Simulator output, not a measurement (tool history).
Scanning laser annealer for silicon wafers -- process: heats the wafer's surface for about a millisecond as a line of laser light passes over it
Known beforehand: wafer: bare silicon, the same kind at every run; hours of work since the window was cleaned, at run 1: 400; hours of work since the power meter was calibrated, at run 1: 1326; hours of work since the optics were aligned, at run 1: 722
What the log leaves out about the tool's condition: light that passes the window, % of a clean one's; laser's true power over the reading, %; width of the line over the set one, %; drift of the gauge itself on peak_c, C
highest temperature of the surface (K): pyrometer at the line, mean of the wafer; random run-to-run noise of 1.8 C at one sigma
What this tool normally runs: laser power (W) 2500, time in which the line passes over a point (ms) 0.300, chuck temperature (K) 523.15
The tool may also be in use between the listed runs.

run	day	laser power (W)	time in which the line passes over a point (ms)	chuck temperature (K)	hours of work since the window was cleaned	hours of work since the power meter was calibrated	hours of work since the optics were aligned	highest temperature of the surface (K)
1	0.000	2500	0.300	523.15	400	1326	722	1288.15
# day 1.454: window over the wafer cleaned
2	3.738	2500	0.298	523.15	38	1387	783	1304.15
3	6.900	2500	0.313	523.15	92	1441	837	1324.15
4	9.075	2500	0.313	523.15	128	1477	873	1320.15
5	11.571	2500	0.300	525.15	170	1519	915	1297.15
6	14.479	2443	0.300	523.15	219	1568	964	1268.15
7	18.179	2148	0.300	523.15	281	1630	1026	1150.15
8	20.842	2148	0.300	523.15	326	1675	1071	1145.15
9	23.546	2148	0.300	523.15	372	1721	1117	1140.15
10	26.096	2500	0.300	523.15	415	1764	1160	1276.15
# day 26.729: window over the wafer cleaned
11	28.888	2720	0.300	523.15	36	1809	1205	1397.15
12	32.362	2568	0.318	523.15	95	1868	1264	1351.15
# day 32.842: optics aligned, line set to its width
13	34.546	2478	0.214	523.15	128	1901	29	1144.15
14	38.100	2694	0.376	523.15	188	1961	88	1487.15
15	41.154	2500	0.319	552.15	239	2012	140	1337.15
16	43.192	2337	0.361	514.15	273	2046	174	1288.15
# day 44.725: optics aligned, line set to its width, once more
17	47.033	2704	0.300	522.15	335	2107	39	1372.15
18	50.354	2704	0.300	522.15	390	2163	95	1368.15
# day 52.396: window over the wafer cleaned
19	54.062	2704	0.300	522.15	28	2224	156	1396.15
20	55.833	2349	0.232	521.15	58	2254	185	1144.15
21	57.950	2349	0.232	521.15	93	2290	221	1138.15
22	59.954	2500	0.337	523.15	127	2323	255	1359.15

3 options for the next run, each taken on its own from the tool as it stands now. Forecast them:
A	63.467	2645	0.293	553.15	186	2382	314	?
B	63.467	2573	0.300	523.15	186	2382	314	?
C	63.467	2673	0.289	533.15	186	2382	314	?

run	highest temperature of the surface (K)
A	1371.15
B	1330.15
C	1355.15
Without the tool's hidden state the same runs would have given:
run	highest temperature of the surface (K)
A	1395.15
B	1354.15
C	1379.15
